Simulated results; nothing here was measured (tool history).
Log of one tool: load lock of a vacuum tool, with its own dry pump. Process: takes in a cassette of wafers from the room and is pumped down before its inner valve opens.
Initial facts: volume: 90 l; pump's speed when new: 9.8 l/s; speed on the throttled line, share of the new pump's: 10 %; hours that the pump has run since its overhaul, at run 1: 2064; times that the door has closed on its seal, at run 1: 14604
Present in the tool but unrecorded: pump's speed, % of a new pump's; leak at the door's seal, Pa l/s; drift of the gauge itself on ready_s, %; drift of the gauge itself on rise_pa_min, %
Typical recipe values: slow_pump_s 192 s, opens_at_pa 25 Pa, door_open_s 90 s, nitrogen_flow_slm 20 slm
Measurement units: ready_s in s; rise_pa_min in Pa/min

run     hour  slow_pump_s  opens_at_pa  door_open_s  nitrogen_flow_slm  hours that the pump has run since its overhaul  times that the door has closed on its seal  incoming humidity of the room's air, %  ready_s  rise_pa_min
  1        0          192           25           90                 20                                            2064                                       14604                                    45.9    250.2        0.057
  2    348.3          192           25           90                 20                                            2413                                       16102                                    44.7    250.7        0.065
  3    964.7          192           25           90                 20                                            3029                                       18753                                    46.2    251.2        0.069
  4   1594.4          192           25           90                 20                                            3659                                       21460                                    48.6    250.1        0.071
  5   2057.8          192           25           90                 20                                            4122                                       23453                                    46.4    251.8        0.081
  6   2328.8          192           25           90                 20                                            4393                                       24618                                    45.2    251.6        0.073
  7   2675.6          192           25           90                 20                                            4740                                       26110                                      45    251.9        0.085
  8   3227.6          192           25           90                 20                                            5292                                       28483                                    44.9    253.7        0.087
  9   3490.9          192           25           90                 20                                            5555                                       29615                                    45.5    252.1        0.089
 10   3998.8          192           25           90                 27                                            6063                                       31799                                    45.5    254.6        0.093
 11   4461.1          192           25           90                 20                                            6525                                       33787                                    44.4    254.3        0.101
 12   4873.1          192           25           90                 20                                            6937                                       35559                                      46    253.7        0.104
 13   5455.7          192           25           90                 31                                            7520                                       38064                                    42.8    253.9        0.101
 14   5718.1          192           25           90                 20                                            7782                                       39192                                    46.5    253.6        0.112
 15   6290.3          126           30           92                 33                                            8355                                       41653                                    45.3    192.9        0.114
 16   6546.5          130           20           90                 20                                            8611                                       42755                                    46.1    203.2        0.119
 17   6941.4          161           39           79                 20                                            9006                                       44453                                      39    222.9        0.116
 18   7425.5          192           46           90                 20                                            9490                                       46535                                    44.8    249.7        0.133
 19   7969.8          125           45           38                 44                                           10034                                       48875                                    47.9      191        0.107
 20   8357.2          125           31           38                 44                                           10421                                       50541                                    46.2    196.3        0.119
 21   8917.7          125           31           44                 44                                           10982                                       52951                                    45.5    196.2         0.13
 22   9348.8          125           31           44                 44                                           11413                                       54805                                    43.7    196.5        0.134
 23   9731.4          125           31           44                 44                                           11796                                       56450                                    42.7    196.2        0.139
 24  10355.1          192           25           66                  9                                           12419                                       59132                                    43.4    257.7        0.177
 25  10741.7          213           25           66                  4                                           12806                                       60795                                    44.8      275          0.2
 26  11063.2          213           25           66                  4                                           13127                                       62177                                    41.8      277        0.191
 27  11613.9          193           19           66                  4                                           13678                                       64545                                    47.8    261.6        0.208
 28    11906          221           46           90                  8                                           13970                                       65801                                    46.2      279        0.218

Results for each run, recomputed without the tool's hidden state and with each run's random variation untouched:
run  ready_s  rise_pa_min
  1    248.8        0.043
  2      249        0.049
  3    249.1        0.049
  4    247.6        0.045
  5      249        0.052
  6    248.6        0.041
  7    248.7         0.05
  8      250        0.047
  9    248.3        0.047
 10    250.5        0.044
 11    249.7        0.049
 12    248.8        0.047
 13    248.7        0.037
 14    248.2        0.045
 15    186.7        0.041
 16    196.3        0.044
 17    216.7        0.036
 18    243.7        0.047
 19    183.7        0.014
 20    188.2        0.021
 21    187.6        0.023
 22    187.5        0.019
 23      187         0.02
 24    248.6        0.047
 25    266.1        0.063
 26    267.7        0.052
 27    250.9         0.06
 28    270.3        0.063
